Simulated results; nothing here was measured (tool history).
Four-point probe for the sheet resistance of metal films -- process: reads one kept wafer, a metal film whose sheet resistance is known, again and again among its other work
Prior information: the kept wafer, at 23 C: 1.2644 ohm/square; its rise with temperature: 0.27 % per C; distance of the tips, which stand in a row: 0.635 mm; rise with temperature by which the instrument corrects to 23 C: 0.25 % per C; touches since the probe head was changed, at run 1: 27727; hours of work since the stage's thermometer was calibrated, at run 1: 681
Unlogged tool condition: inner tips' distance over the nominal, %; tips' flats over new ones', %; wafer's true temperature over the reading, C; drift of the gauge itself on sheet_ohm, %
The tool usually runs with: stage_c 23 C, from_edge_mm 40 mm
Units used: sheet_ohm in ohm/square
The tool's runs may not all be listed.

run    hour  stage_c  from_edge_mm  touches since the probe head was changed  hours of work since the stage's thermometer was calibrated  sheet_ohm
  1       0       23            40                                     27727                                                         681   1.259694
  2    19.3       23            40                                     28444                                                         693   1.259828
  3    50.6       23            40                                     29609                                                         712   1.260403
  4    76.5       34            40                                     30576                                                         728   1.262663
  5   106.6       34            40                                     31695                                                         746   1.262568
  6   134.6       20            40                                     32737                                                         763   1.259846
  7   166.8       20            40                                     33939                                                         783   1.260043
  8   203.8       23            40                                     35317                                                         806   1.260648
  9   230.5       23            40                                     36310                                                         822      1.261
 10   261.8       23            40                                     37475                                                         842   1.261159
 11     300       23            40                                     38899                                                         865   1.261359
 12   338.7       23            40                                     40339                                                         889   1.261278
 13   364.9       26            40                                     41314                                                         905   1.261976
 14   399.4       26            40                                     42598                                                         926   1.262261
 15   436.7       26            40                                     43989                                                         949   1.262145
 16   460.9       26            40                                     44888                                                         964   1.262417
 17   498.8       23            32                                     46300                                                         987   1.261883
 18   518.3       23            15                                     47027                                                         999   1.263344
 19   552.1       23            15                                     48283                                                        1020   1.263387
 20   593.9       23            15                                     49839                                                        1045    1.26331
 21   624.5       23            40                                     50980                                                        1064   1.262086
 22   644.1       23            40                                     51711                                                        1076   1.261935
 23   673.1       21            40                                     52791                                                        1094    1.26201
 24   691.2       21            40                                     53464                                                        1105    1.26189
 25   724.1       23             6                                     54688                                                        1125   1.270002
 26   759.2       25             5                                     55997                                                        1147   1.273611
 27   779.2       25             5                                     56741                                                        1159   1.273868
 28   797.9       29            18                                     57437                                                        1171   1.265592
 29   834.7       29            18                                     58805                                                        1193   1.265307
 30   858.3       29            18                                     59687                                                        1208   1.264728
 31   880.3       21            18                                     60505                                                        1221   1.263281
 32     908       22            17                                     61537                                                        1238   1.263799
 33   937.5       23            57                                     62635                                                        1256   1.263384
 34   961.6       23            11                                     63534                                                        1271   1.265425
 35   985.9       23            40                                     64437                                                        1286   1.263689
 36  1021.3       23             3                                     65755                                                        1308   1.293224
 37  1061.4       34            12                                     67249                                                        1332   1.267815
 38  1087.7       34            12                                     68228                                                        1348   1.267939
 39  1124.9       21             5                                     69613                                                        1371   1.274421
 40  1148.6       33            40                                     70493                                                        1386   1.265716
 41  1173.9       33            40                                     71438                                                        1401   1.266004
 42  1208.4       25             5                                     72722                                                        1423    1.27598
 43    1242       25            33                                     73973                                                        1443   1.264879
 44  1264.9       23            40                                     74824                                                        1457   1.264997

Branching from run 44: 3 alternative next runs. What would each branch give?
  A  1293.9       24            65                                     75904                                                        1475          ?
  B  1293.9       20            40                                     75904                                                        1475          ?
  C  1293.9       25            24                                     75904                                                        1475          ?

run  sheet_ohm
  A   1.265419
  B   1.264425
  C    1.26544
Without the tool's unlogged condition, the same runs would have read:
run  sheet_ohm
  A   1.265174
  B    1.26417
  C   1.265197

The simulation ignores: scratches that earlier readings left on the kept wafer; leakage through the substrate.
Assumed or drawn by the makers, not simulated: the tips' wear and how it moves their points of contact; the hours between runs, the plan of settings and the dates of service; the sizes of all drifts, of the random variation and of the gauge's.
